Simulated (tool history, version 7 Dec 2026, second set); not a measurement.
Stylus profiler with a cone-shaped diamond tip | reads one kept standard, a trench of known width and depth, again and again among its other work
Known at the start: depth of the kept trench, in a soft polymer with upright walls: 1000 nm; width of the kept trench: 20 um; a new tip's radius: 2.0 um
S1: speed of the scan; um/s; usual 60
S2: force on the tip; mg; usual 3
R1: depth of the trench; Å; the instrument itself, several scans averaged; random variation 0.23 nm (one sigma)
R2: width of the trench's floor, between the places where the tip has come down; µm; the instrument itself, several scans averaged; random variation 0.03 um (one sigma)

{"run": 1, "hour": 0.0, "S1": 60, "S2": 3, "R1": 10119.9, "R2": 16.3}
{"run": 2, "hour": 18.2, "S1": 60, "S2": 3, "R1": 10119.8, "R2": 16.32}
{"run": 3, "hour": 29.0, "S1": 60, "S2": 3, "R1": 10120.2, "R2": 16.31}
{"run": 4, "hour": 38.3, "S1": 60, "S2": 4.21, "R1": 10148.9, "R2": 16.35}
{"run": 5, "hour": 47.0, "S1": 60, "S2": 4.21, "R1": 10153, "R2": 16.37}
{"run": 6, "hour": 55.8, "S1": 60, "S2": 4.21, "R1": 10152.1, "R2": 16.4}
{"run": 7, "hour": 68.6, "S1": 60, "S2": 4.21, "R1": 10149.3, "R2": 16.35}
{"run": 8, "hour": 86.6, "S1": 60, "S2": 4.21, "R1": 10151.4, "R2": 16.34}
{"run": 9, "hour": 99.5, "S1": 60, "S2": 3, "R1": 10120, "R2": 16.35}
{"run": 10, "hour": 107.1, "S1": 24, "S2": 3, "R1": 10123.7, "R2": 16.43}
{"run": 11, "hour": 124.6, "S1": 24, "S2": 3, "R1": 10121.5, "R2": 16.43}
{"run": 12, "hour": 142.9, "S1": 24, "S2": 3, "R1": 10121.2, "R2": 16.43}
{"run": 13, "hour": 155.6, "S1": 24, "S2": 3, "R1": 10122.6, "R2": 16.45}
{"run": 14, "hour": 173.1, "S1": 24, "S2": 3, "R1": 10115.7, "R2": 16.45}
{"run": 15, "hour": 183.0, "S1": 64, "S2": 1.18, "R1": 10064.1, "R2": 16.09}
{"run": 16, "hour": 199.4, "S1": 75, "S2": 2.32, "R1": 10098.7, "R2": 16.25}
{"run": 17, "hour": 208.6, "S1": 156, "S2": 1.4, "R1": 10068.6, "R2": 15.63}
{"run": 18, "hour": 217.1, "S1": 156, "S2": 1.4, "R1": 10071.6, "R2": 15.63}
{"run": 19, "hour": 225.4, "S1": 35, "S2": 5.02, "R1": 10169.2, "R2": 16.47}
{"run": 20, "hour": 240.3, "S1": 35, "S2": 5.02, "R1": 10170.6, "R2": 16.48}
{"run": 21, "hour": 254.0, "S1": 35, "S2": 5.02, "R1": 10176.2, "R2": 16.47}
{"run": 22, "hour": 267.3, "S1": 35, "S2": 5.02, "R1": 10173.8, "R2": 16.39}
{"run": 23, "hour": 280.1, "S1": 91, "S2": 1.15, "R1": 10062.6, "R2": 15.96}
{"run": 24, "hour": 288.5, "S1": 136, "S2": 1.17, "R1": 10063.5, "R2": 15.66}
{"run": 25, "hour": 304.2, "S1": 78, "S2": 4.25, "R1": 10154, "R2": 16.38}
{"run": 26, "hour": 320.0, "S1": 18, "S2": 2.85, "R1": 10123.6, "R2": 16.49}
{"run": 27, "hour": 329.9, "S1": 18, "S2": 2.85, "R1": 10112.6, "R2": 16.47}

5 ways to go on from here, each from the tool as it stands after run 27. What would each give?
{"run": "A", "hour": 338.1, "S1": 17, "S2": 1.58, "R1": "?", "R2": "?"}
{"run": "B", "hour": 338.1, "S1": 92, "S2": 1.03, "R1": "?", "R2": "?"}
{"run": "C", "hour": 338.1, "S1": 60, "S2": 1.28, "R1": "?", "R2": "?"}
{"run": "D", "hour": 338.1, "S1": 17, "S2": 1.69, "R1": "?", "R2": "?"}
{"run": "E", "hour": 338.1, "S1": 19, "S2": 3, "R1": "?", "R2": "?"}

run=A R1=10080.7 R2=16.43
run=B R1=10057.2 R2=15.93
run=C R1=10067.7 R2=16.19
run=D R1=10080.6 R2=16.42
run=E R1=10120.9 R2=16.41
Without the tool's hidden state the same runs would have given:
run=A R1=10080.6 R2=16.43
run=B R1=10057 R2=15.94
run=C R1=10067.5 R2=16.19
run=D R1=10080.5 R2=16.42
run=E R1=10120.7 R2=16.42
